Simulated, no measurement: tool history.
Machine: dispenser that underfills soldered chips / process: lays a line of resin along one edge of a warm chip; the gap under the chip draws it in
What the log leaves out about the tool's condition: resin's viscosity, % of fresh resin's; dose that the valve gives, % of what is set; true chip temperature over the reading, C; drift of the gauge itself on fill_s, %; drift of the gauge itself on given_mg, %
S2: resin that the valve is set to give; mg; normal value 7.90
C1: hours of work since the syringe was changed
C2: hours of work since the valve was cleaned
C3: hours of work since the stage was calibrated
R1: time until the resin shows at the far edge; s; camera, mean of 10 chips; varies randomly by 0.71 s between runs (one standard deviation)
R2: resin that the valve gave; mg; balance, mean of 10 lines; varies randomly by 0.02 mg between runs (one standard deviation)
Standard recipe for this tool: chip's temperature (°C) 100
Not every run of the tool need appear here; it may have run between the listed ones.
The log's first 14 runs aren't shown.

{"day": 5.45, "done": "new syringe of resin"}
{"run": 15, "day": 5.538, "chip's temperature (°C)": 100, "S2": 7.9, "C1": 2, "C2": 50, "C3": 398, "R1": 78.0, "R2": 7.53}
{"day": 6.021, "done": "new syringe of resin"}
{"run": 16, "day": 6.021, "chip's temperature (°C)": 100, "S2": 7.9, "C1": 0, "C2": 59, "C3": 406, "R1": 74.4, "R2": 7.49}
{"run": 17, "day": 6.425, "chip's temperature (°C)": 100, "S2": 7.9, "C1": 7, "C2": 66, "C3": 414, "R1": 103.8, "R2": 7.44}
{"day": 6.525, "done": "dispensing valve cleaned and set on the balance"}
{"day": 6.617, "done": "new syringe of resin"}
{"run": 18, "day": 6.721, "chip's temperature (°C)": 100, "S2": 7.9, "C1": 2, "C2": 3, "C3": 418, "R1": 78.9, "R2": 7.86}
{"run": 19, "day": 6.938, "chip's temperature (°C)": 100, "S2": 7.9, "C1": 6, "C2": 7, "C3": 422, "R1": 94.5, "R2": 7.87}
{"day": 7.188, "done": "new syringe of resin"}
{"run": 20, "day": 7.279, "chip's temperature (°C)": 101, "S2": 8.86, "C1": 2, "C2": 13, "C3": 428, "R1": 73.5, "R2": 8.73}
{"run": 21, "day": 7.629, "chip's temperature (°C)": 88, "S2": 7.74, "C1": 8, "C2": 20, "C3": 434, "R1": 184.3, "R2": 7.59}
{"day": 7.75, "done": "new syringe of resin"}
{"run": 22, "day": 7.917, "chip's temperature (°C)": 88, "S2": 7.74, "C1": 3, "C2": 25, "C3": 440, "R1": 149.3, "R2": 7.55}
{"run": 23, "day": 8.212, "chip's temperature (°C)": 112, "S2": 7.02, "C1": 8, "C2": 30, "C3": 445, "R1": 66.9, "R2": 6.83}
{"day": 8.342, "done": "new syringe of resin"}
{"run": 24, "day": 8.717, "chip's temperature (°C)": 100, "S2": 7.52, "C1": 7, "C2": 39, "C3": 454, "R1": 105.2, "R2": 7.27}
{"day": 8.904, "done": "new syringe of resin"}
{"run": 25, "day": 9.017, "chip's temperature (°C)": 100, "S2": 7.52, "C1": 2, "C2": 45, "C3": 459, "R1": 82.9, "R2": 7.22}
{"run": 26, "day": 9.375, "chip's temperature (°C)": 100, "S2": 7.52, "C1": 9, "C2": 51, "C3": 466, "R1": 114.0, "R2": 7.15}
{"day": 9.483, "done": "new syringe of resin"}
{"run": 27, "day": 9.721, "chip's temperature (°C)": 100, "S2": 7.52, "C1": 4, "C2": 57, "C3": 472, "R1": 90.5, "R2": 7.16}
{"run": 28, "day": 9.925, "chip's temperature (°C)": 100, "S2": 7.52, "C1": 8, "C2": 61, "C3": 476, "R1": 108.6, "R2": 7.13}
{"day": 10.067, "done": "new syringe of resin"}
{"day": 10.329, "done": "dispensing valve cleaned and set on the balance"}
{"run": 29, "day": 10.388, "chip's temperature (°C)": 100, "S2": 7.52, "C1": 5, "C2": 1, "C3": 483, "R1": 95.3, "R2": 7.58}
{"run": 30, "day": 10.592, "chip's temperature (°C)": 86, "S2": 7.9, "C1": 9, "C2": 5, "C3": 487, "R1": 221.0, "R2": 7.92}
{"day": 10.671, "done": "new syringe of resin"}
{"run": 31, "day": 10.825, "chip's temperature (°C)": 111, "S2": 8.97, "C1": 3, "C2": 9, "C3": 491, "R1": 52.5, "R2": 8.95}
{"run": 32, "day": 11.138, "chip's temperature (°C)": 111, "S2": 10.25, "C1": 9, "C2": 15, "C3": 497, "R1": 67.7, "R2": 10.21}
{"day": 11.25, "done": "new syringe of resin"}
{"run": 33, "day": 11.492, "chip's temperature (°C)": 97, "S2": 8.74, "C1": 4, "C2": 21, "C3": 503, "R1": 103.9, "R2": 8.64}
{"day": 11.829, "done": "new syringe of resin"}
{"run": 34, "day": 11.829, "chip's temperature (°C)": 95, "S2": 9.21, "C1": 0, "C2": 27, "C3": 509, "R1": 93.5, "R2": 9.08}
{"run": 35, "day": 12.158, "chip's temperature (°C)": 99, "S2": 7.9, "C1": 6, "C2": 33, "C3": 515, "R1": 104.6, "R2": 7.73}

Branching from run 35: 3 alternative next runs. What would each branch give?
{"day": 12.421, "done": "new syringe of resin"}
{"run": "A", "day": 12.508, "chip's temperature (°C)": 110, "S2": 9.57, "C1": 2, "C2": 39, "C3": 521, "R1": "?", "R2": "?"}
{"day": 12.421, "done": "new syringe of resin"}
{"run": "B", "day": 12.508, "chip's temperature (°C)": 106, "S2": 9.79, "C1": 2, "C2": 39, "C3": 521, "R1": "?", "R2": "?"}
{"day": 12.421, "done": "new syringe of resin"}
{"run": "C", "day": 12.508, "chip's temperature (°C)": 107, "S2": 6.82, "C1": 2, "C2": 39, "C3": 521, "R1": "?", "R2": "?"}

run=A R1=50.4 R2=9.31
run=B R1=60.2 R2=9.47
run=C R1=60.6 R2=6.62
Without the tool's hidden state the same runs would have given:
run=A R1=40.6 R2=9.59
run=B R1=48.3 R2=9.75
run=C R1=48.2 R2=6.82
